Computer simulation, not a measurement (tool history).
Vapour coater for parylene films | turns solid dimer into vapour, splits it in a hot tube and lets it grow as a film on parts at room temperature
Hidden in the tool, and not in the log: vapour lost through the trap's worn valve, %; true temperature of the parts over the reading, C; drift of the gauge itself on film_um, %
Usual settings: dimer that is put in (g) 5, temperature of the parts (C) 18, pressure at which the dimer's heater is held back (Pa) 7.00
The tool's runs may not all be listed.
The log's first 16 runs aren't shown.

run	day	dimer that is put in (g)	temperature of the parts (C)	pressure at which the dimer's heater is held back (Pa)	hours of work since the trap's valve was overhauled	hours of work since the table's thermometer was calibrated	thickness of the film (um)
17	22.929	3	18	7.00	527	1433	1.34
# day 24.029: table's thermometer calibrated
18	24.621	5	14	9.86	559	12	2.31
# day 25.379: trap's valve overhauled
19	26.338	2	15	10.51	19	42	0.97
20	27.208	4	21	6.88	36	59	1.86
21	28.512	4	21	6.88	61	84	1.85
22	29.704	4	11	8.84	84	108	2.12
23	31.021	6	22	3.14	110	133	3.04
24	32.121	2	12	4.21	132	155	1.13
25	33.946	5	19	6.29	167	190	2.38
26	35.700	7	10	6.44	201	225	3.83
27	37.042	7	10	6.44	228	251	3.85
28	38.604	7	18	8.53	258	281	3.22

Forecast run 29:
29	40.071	7	18	2.10	287	310	?

thickness of the film (um): 3.85
Without the tool's hidden state the same run would have given thickness of the film (um) 4.03.

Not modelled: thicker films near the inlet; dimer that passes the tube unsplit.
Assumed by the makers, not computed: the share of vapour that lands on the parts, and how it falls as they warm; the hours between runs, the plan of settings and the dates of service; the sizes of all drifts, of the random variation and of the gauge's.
